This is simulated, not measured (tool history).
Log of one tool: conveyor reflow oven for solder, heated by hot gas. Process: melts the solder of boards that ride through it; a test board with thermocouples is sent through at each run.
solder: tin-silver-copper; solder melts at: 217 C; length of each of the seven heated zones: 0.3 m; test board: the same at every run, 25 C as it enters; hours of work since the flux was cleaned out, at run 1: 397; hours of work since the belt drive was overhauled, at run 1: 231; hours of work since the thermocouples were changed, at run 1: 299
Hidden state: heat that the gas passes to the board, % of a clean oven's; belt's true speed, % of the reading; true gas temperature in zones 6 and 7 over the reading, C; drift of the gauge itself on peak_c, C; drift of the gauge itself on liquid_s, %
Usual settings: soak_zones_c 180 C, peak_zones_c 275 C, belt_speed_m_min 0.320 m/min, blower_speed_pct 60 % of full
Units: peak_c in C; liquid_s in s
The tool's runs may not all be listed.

run   hour  soak_zones_c  peak_zones_c  belt_speed_m_min  blower_speed_pct  hours of work since the flux was cleaned out  hours of work since the belt drive was overhauled  hours of work since the thermocouples were changed  peak_c  liquid_s
  1    0.0           180           275             0.320                60                                           397                                                231                                                 299   263.8      99.9
  2   17.4           180           275             0.320                60                                           406                                                240                                                 308   263.4      98.4
  3   36.1           180           275             0.285                60                                           415                                                250                                                 317   266.1     113.9
      47.8  -- flux residue cleaned out of gas plates and filters
  4   55.6           180           275             0.285                60                                             4                                                257                                                 325   266.4     114.1
  5   69.5           180           275             0.285                60                                            11                                                264                                                 332   266.6     113.6
  6   91.6           180           275             0.320                60                                            23                                                276                                                 343   264.0      99.2
  7  111.7           180           275             0.320                60                                            33                                                286                                                 354   264.0      98.8
  8  130.0           180           275             0.320                60                                            42                                                296                                                 363   264.2      99.4
  9  142.9           180           275             0.320                60                                            49                                                302                                                 370   263.3      98.9
 10  153.4           180           275             0.320                60                                            54                                                308                                                 375   262.9      98.8
 11  169.3           180           275             0.320                60                                            63                                                316                                                 383   264.0      99.2
 12  179.0           180           275             0.320                60                                            68                                                321                                                 388   263.5      98.8
 13  196.2           180           275             0.320                60                                            77                                                330                                                 397   263.2      99.2
 14  218.6           180           275             0.320                60                                            88                                                341                                                 409   263.9      99.2
 15  233.4           180           275             0.320                60                                            96                                                349                                                 417   263.9      98.4
 16  247.4           184           275             0.320                60                                           103                                                356                                                 424   263.1     101.9
 17  265.6           193           275             0.336                60                                           112                                                366                                                 433   264.5     100.8
 18  287.8           173           278             0.320                60                                           124                                                377                                                 445   266.1      96.0
 19  302.6           177           279             0.325                62                                           131                                                385                                                 452   266.9      98.2
 20  313.9           181           275             0.307                50                                           137                                                390                                                 458   264.2     102.6
 21  326.3           181           275             0.307                50                                           144                                                397                                                 464   262.8     104.3
 22  338.2           175           286             0.284                63                                           150                                                403                                                 471   277.8     117.8
 23  350.2           180           275             0.320                59                                           156                                                409                                                 477   263.6      98.9
 24  367.6           165           275             0.325                60                                           165                                                418                                                 486   261.5      89.2
 25  380.8           170           286             0.308                54                                           172                                                425                                                 493   272.5     105.0
 26  402.2           194           286             0.308                54                                           183                                                436                                                 504   275.5     117.4
 27  413.8           194           280             0.268                54                                           189                                                442                                                 509   272.7     134.0
 28  437.1           194           280             0.268                54                                           201                                                454                                                 521   273.2     133.3
 29  455.0           170           268             0.320                60                                           210                                                463                                                 531   255.6      87.7
 30  472.8           167           278             0.320                66                                           219                                                472                                                 540   265.7      94.1

5 ways to go on from here, each from the tool as it stands after run 30. What would each give?
  A  494.6           177           273             0.356                66                                           230                                                484                                                 551       ?         ?
  B  494.6           168           279             0.320                81                                           230                                                484                                                 551       ?         ?
  C  494.6           167           281             0.320                78                                           230                                                484                                                 551       ?         ?
  D  494.6           180           275             0.354                60                                           230                                                484                                                 551       ?         ?
  E  494.6           181           275             0.268                60                                           230                                                484                                                 551       ?         ?

run  peak_c  liquid_s
  A   259.2      83.7
  B   268.4      98.0
  C   270.1      97.7
  D   261.1      86.7
  E   268.1     122.4
Without the tool's hidden state the same runs would have given:
run  peak_c  liquid_s
  A   259.1      83.6
  B   268.3      97.9
  C   270.0      97.6
  D   261.0      86.6
  E   268.0     122.2
